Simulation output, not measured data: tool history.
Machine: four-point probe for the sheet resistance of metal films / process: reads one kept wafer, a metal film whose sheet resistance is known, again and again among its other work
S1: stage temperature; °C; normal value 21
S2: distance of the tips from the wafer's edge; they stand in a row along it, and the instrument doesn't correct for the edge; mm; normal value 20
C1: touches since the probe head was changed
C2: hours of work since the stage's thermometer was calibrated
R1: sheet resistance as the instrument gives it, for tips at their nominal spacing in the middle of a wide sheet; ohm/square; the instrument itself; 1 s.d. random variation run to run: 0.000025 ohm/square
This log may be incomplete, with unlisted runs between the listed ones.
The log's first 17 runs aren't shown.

Run 18, hour 220.8: usual settings but S1 19 °C, S2 72 mm; C1 33150; C2 905. Result: R1 0.127217 ohm/square.
Run 19, hour 232.1: usual settings but S1 25 °C, S2 11 mm; C1 33623; C2 911. Result: R1 0.126601 ohm/square.
Run 20, hour 248.6: usual settings but S2 33 mm; C1 34310; C2 921. Result: R1 0.126941 ohm/square.
Run 21, hour 258.5: usual settings but S2 33 mm; C1 34721; C2 926. Result: R1 0.126992 ohm/square.
Run 22, hour 270.3: usual settings but S2 33 mm; C1 35215; C2 933. Result: R1 0.126997 ohm/square.
Run 23, hour 285.8: usual settings but S1 19 °C, S2 14 mm; C1 35857; C2 942. Result: R1 0.127385 ohm/square.
Run 24, hour 298.0: usual settings but S1 19 °C, S2 14 mm; C1 36367; C2 949. Result: R1 0.127440 ohm/square.
Run 25, hour 314.9: usual settings but S2 7 mm; C1 37069; C2 958. Result: R1 0.127525 ohm/square.
Run 26, hour 331.6: usual settings but S1 22 °C, S2 11 mm; C1 37767; C2 968. Result: R1 0.127052 ohm/square.
Run 27, hour 345.1: usual settings but S2 4 mm; C1 38330; C2 976. Result: R1 0.128641 ohm/square.
Run 28, hour 361.3: usual settings but S2 38 mm; C1 39003; C2 985. Result: R1 0.126999 ohm/square.
Run 29, hour 372.6: usual settings but S1 24 °C; C1 39474; C2 991. Result: R1 0.126633 ohm/square.
Run 30, hour 386.8: usual settings but S1 34 °C; C1 40067; C2 999. Result: R1 0.125265 ohm/square.

Each row is a separate what-if for the run after 30, all from the same tool condition, not one after another. Results?
Run A, hour 397.1: usual settings but S1 33 °C; C1 40496; C2 1005. Result: R1 ?.
Run B, hour 397.1: usual settings but S1 29 °C; C1 40496; C2 1005. Result: R1 ?.
Run C, hour 397.1: usual settings but S1 34 °C, S2 33 mm; C1 40496; C2 1005. Result: R1 ?.
Run D, hour 397.1: usual settings but S1 19 °C, S2 11 mm; C1 40496; C2 1005. Result: R1 ?.
Run E, hour 397.1: usual settings but S1 34 °C, S2 22 mm; C1 40496; C2 1005. Result: R1 ?.

run        R1
  A  0.125358
  B  0.125920
  C  0.125175
  D  0.127482
  E  0.125222
Had the tool no hidden state, the same runs would have come out as:
run        R1
  A  0.125553
  B  0.126116
  C  0.125369
  D  0.127683
  E  0.125416
